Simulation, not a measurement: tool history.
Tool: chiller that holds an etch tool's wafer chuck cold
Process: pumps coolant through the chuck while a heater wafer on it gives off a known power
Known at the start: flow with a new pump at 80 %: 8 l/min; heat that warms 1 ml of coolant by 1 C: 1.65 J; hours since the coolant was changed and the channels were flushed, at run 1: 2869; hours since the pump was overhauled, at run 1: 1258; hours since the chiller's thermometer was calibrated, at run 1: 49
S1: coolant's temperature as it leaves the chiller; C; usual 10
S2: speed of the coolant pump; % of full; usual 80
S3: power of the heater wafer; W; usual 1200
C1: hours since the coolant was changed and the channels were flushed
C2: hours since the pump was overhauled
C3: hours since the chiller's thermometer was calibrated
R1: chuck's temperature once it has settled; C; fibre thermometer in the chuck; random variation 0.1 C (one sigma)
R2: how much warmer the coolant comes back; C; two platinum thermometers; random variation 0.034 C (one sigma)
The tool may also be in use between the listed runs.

run 1 day=0 | S1=10 S2=80 S3=1200 | C1=2869 C2=1258 C3=49 | R1=19.9 R2=5.45
run 2 day=1.346 | S1=10 S2=80 S3=1200 | C1=2901 C2=1291 C3=81 | R1=19.8 R2=5.42
run 3 day=2.154 | S1=10 S2=80 S3=621 | C1=2921 C2=1310 C3=101 | R1=15.1 R2=2.82
run 4 day=2.988 | S1=10 S2=80 S3=621 | C1=2941 C2=1330 C3=121 | R1=15.1 R2=2.79
run 5 day=4.492 | S1=10 S2=80 S3=621 | C1=2977 C2=1366 C3=157 | R1=15 R2=2.8
run 6 day=5.546 | S1=10 S2=80 S3=621 | C1=3002 C2=1391 C3=182 | R1=15.2 R2=2.87
run 7 day=6.604 | S1=10 S2=80 S3=621 | C1=3028 C2=1417 C3=208 | R1=15.2 R2=2.92
run 8 day=7.658 | S1=10 S2=80 S3=621 | C1=3053 C2=1442 C3=233 | R1=15.2 R2=2.89
run 9 day=8.842 | S1=10 S2=80 S3=1760 | C1=3081 C2=1470 C3=261 | R1=24.4 R2=8.03
run 10 day=10.267 | S1=15 S2=91 S3=707 | C1=3115 C2=1505 C3=295 | R1=20.4 R2=2.93
run 11 day=11.233 | S1=0 S2=80 S3=751 | C1=3139 C2=1528 C3=319 | R1=6.2 R2=3.45
run 12 day=13 | S1=14 S2=61 S3=1200 | C1=3181 C2=1570 C3=361 | R1=26.4 R2=7.14
run 13 day=14.142 | S1=14 S2=61 S3=1200 | C1=3208 C2=1598 C3=389 | R1=26.3 R2=7.23
run 14 day=15.238 | S1=8 S2=80 S3=1200 | C1=3235 C2=1624 C3=415 | R1=17.7 R2=5.54
run 15 day=16.825 | S1=16 S2=80 S3=1325 | C1=3273 C2=1662 C3=453 | R1=26.9 R2=6.13
run 16 day=17.65 | S1=2 S2=74 S3=762 | C1=3293 C2=1682 C3=473 | R1=8.7 R2=3.8

4 ways to go on from here, each from the tool as it stands after run 16. What would each give?
run A day=18.554 | S1=5 S2=62 S3=1167 | C1=3314 C2=1703 C3=494 | R1=? R2=?
run B day=18.554 | S1=2 S2=62 S3=762 | C1=3314 C2=1703 C3=494 | R1=? R2=?
run C day=18.554 | S1=17 S2=74 S3=762 | C1=3314 C2=1703 C3=494 | R1=? R2=?
run D day=18.554 | S1=2 S2=91 S3=762 | C1=3314 C2=1703 C3=494 | R1=? R2=?

run=A R1=16.6 R2=7.03
run=B R1=9.7 R2=4.48
run=C R1=23.7 R2=3.84
run=D R1=7.9 R2=3.21
Without the tool's hidden state the same runs would have given:
run=A R1=16.6 R2=6.91
run=B R1=9.7 R2=4.36
run=C R1=23.6 R2=3.72
run=D R1=7.9 R2=3.09
